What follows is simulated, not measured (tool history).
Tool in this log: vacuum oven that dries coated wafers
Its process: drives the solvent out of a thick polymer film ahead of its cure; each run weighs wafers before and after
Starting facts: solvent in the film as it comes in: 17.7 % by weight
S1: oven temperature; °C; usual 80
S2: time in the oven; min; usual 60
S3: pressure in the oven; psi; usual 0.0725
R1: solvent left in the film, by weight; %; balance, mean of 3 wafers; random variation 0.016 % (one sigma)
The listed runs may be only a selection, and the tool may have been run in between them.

Run 1, hour 0: usual settings. Result: R1 1.28 %.
Run 2, hour 73.6: usual settings. Result: R1 1.25 %.
Run 3, hour 120.3: usual settings. Result: R1 1.24 %.
Run 4, hour 168.7: usual settings. Result: R1 1.26 %.
Run 5, hour 222.6: usual settings. Result: R1 1.25 %.
Run 6, hour 288.1: usual settings but S2 61 min. Result: R1 1.25 %.
Run 7, hour 330.7: usual settings but S2 61 min. Result: R1 1.2 %.
Run 8, hour 395.4: usual settings but S2 106 min. Result: R1 0.37 %.
Run 9, hour 442.2: usual settings but S2 106 min. Result: R1 0.38 %.
Run 10, hour 504: usual settings. Result: R1 1.25 %.
At hour 579.4: oven's thermocouples calibrated.
Run 11, hour 579.4: usual settings. Result: R1 1.29 %.
Run 12, hour 641.9: usual settings. Result: R1 1.29 %.
Run 13, hour 700.4: usual settings but S1 73 °C, S2 56 min, S3 0.066 psi. Result: R1 3.02 %.
Run 14, hour 760.6: usual settings but S2 31 min, S3 0.0875 psi. Result: R1 3.93 %.
Run 15, hour 820.8: usual settings but S2 31 min, S3 0.0875 psi. Result: R1 3.94 %.
Run 16, hour 880.1: usual settings but S2 31 min, S3 0.0875 psi. Result: R1 3.91 %.
Run 17, hour 928.9: usual settings but S2 91 min, S3 0.0415 psi. Result: R1 0.47 %.
Run 18, hour 979.8: usual settings but S1 85 °C, S2 105 min, S3 0.2606 psi. Result: R1 0.57 %.
Run 19, hour 1047.4: usual settings but S1 85 °C, S2 105 min, S3 0.2606 psi. Result: R1 0.58 %.
Run 20, hour 1088.5: usual settings but S2 49 min. Result: R1 1.88 %.
Run 21, hour 1179.1: usual settings but S1 73 °C, S2 43 min, S3 0.1366 psi. Result: R1 4.36 %.
Run 22, hour 1224: usual settings but S1 73 °C, S2 43 min, S3 0.1366 psi. Result: R1 4.36 %.
Run 23, hour 1275.1: usual settings but S1 73 °C, S2 43 min, S3 0.1366 psi. Result: R1 4.37 %.
Run 24, hour 1357.1: usual settings but S3 0.0364 psi. Result: R1 1.21 %.

How would selected steps in R1 from run to run divide? Give the signed amount a tool lacking its hidden state would still show from settings, what came in and random variation, and the signed amount left for the hidden state, including any gauge scatter that is not in both of the compared results.
Unlogged tool condition in this case: true wafer temperature over the reading, C; true pressure over the reading, kPa; drift of the gauge itself on solvent_pct, %.
Run 16 -> 17: S2 31 -> 91, S3 0.0875 -> 0.0415. R1 -3.44 %: hidden state +0.14, all else -3.58.
Run 19 -> 20: S1 85 -> 80, S2 105 -> 49, S3 0.2606 -> 0.0725. R1 +1.3 %: hidden state -0.1, all else +1.4.
Run 23 -> 24: S1 73 -> 80, S2 43 -> 60, S3 0.1366 -> 0.0364. R1 -3.16 %: hidden state +0.1, all else -3.26.
